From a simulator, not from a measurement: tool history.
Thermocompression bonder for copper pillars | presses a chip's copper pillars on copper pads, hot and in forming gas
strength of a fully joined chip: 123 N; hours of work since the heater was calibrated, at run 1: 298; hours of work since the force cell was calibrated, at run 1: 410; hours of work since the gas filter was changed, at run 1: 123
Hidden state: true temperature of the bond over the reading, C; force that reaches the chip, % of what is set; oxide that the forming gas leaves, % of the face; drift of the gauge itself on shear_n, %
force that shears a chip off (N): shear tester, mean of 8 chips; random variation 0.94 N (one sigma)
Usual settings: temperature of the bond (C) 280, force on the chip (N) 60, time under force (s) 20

run	day	temperature of the bond (C)	force on the chip (N)	time under force (s)	hours of work since the heater was calibrated	hours of work since the force cell was calibrated	hours of work since the gas filter was changed	force that shears a chip off (N)
1	0.000	280	60	20	298	410	123	74.3
# day 0.200: forming gas filter changed
2	0.350	280	60	20	304	416	3	75.1
3	0.762	280	60	37	312	424	10	90.2
4	1.104	280	60	37	318	430	17	90.9
5	1.438	280	48	37	324	436	23	78.9
6	1.679	280	60	20	329	441	27	75.7
7	1.983	280	60	20	334	446	33	76.3
8	2.379	280	60	20	342	454	40	75.3
9	2.825	288	60	20	350	462	48	78.6
10	3.058	265	60	20	354	466	53	65.6
11	3.308	280	60	20	359	471	57	73.8
# day 3.438: heater calibrated with a thermocouple chip
12	3.875	283	60	20	8	480	66	76.4
13	4.321	283	60	20	16	488	74	76.3
14	4.800	283	60	20	25	497	83	74.4
15	5.117	280	60	20	31	502	89	73.8
16	5.454	283	60	20	37	509	95	76.3
17	5.671	283	60	20	41	513	99	75.0
# day 5.867: heater calibrated with a thermocouple chip, once more
18	6.233	283	60	20	7	522	108	77.1
19	6.571	283	79	20	13	528	114	86.8
20	6.792	283	79	20	17	532	119	90.0
21	7.096	283	79	20	23	537	124	86.8
# day 7.229: forming gas filter changed
22	7.588	266	70	22	31	546	7	77.7
23	7.988	293	63	37	39	554	14	97.2
24	8.400	261	63	17	46	561	22	64.1
25	8.738	288	56	21	53	567	28	78.8
26	9.242	288	56	14	62	577	37	69.4
27	9.562	278	39	14	68	583	43	50.5
28	10.021	280	60	36	76	591	51	90.1
29	10.300	280	44	43	81	596	57	81.1
30	10.725	280	44	43	89	604	64	79.0
31	11.138	280	44	43	97	612	72	79.2
32	11.621	308	46	18	106	621	81	78.7
33	12.029	288	72	20	113	628	89	87.8
34	12.417	283	72	43	120	635	96	98.4
35	12.821	252	66	52	128	643	103	81.2
36	13.029	258	60	36	132	647	107	73.9
37	13.467	258	60	36	140	655	115	74.2
38	13.838	280	60	28	147	661	122	81.8
# day 14.104: forming gas filter changed
39	14.125	289	60	28	152	666	0	89.4

Forecast each of these 3 alternatives for the next run:
A	14.583	280	60	20	160	675	9	?
B	14.583	298	60	48	160	675	9	?
C	14.583	280	60	19	160	675	9	?

run	force that shears a chip off (N)
A	76.2
B	102.8
C	73.2
Without the tool's hidden state the same runs would have given:
run	force that shears a chip off (N)
A	80.1
B	105.8
C	77.0

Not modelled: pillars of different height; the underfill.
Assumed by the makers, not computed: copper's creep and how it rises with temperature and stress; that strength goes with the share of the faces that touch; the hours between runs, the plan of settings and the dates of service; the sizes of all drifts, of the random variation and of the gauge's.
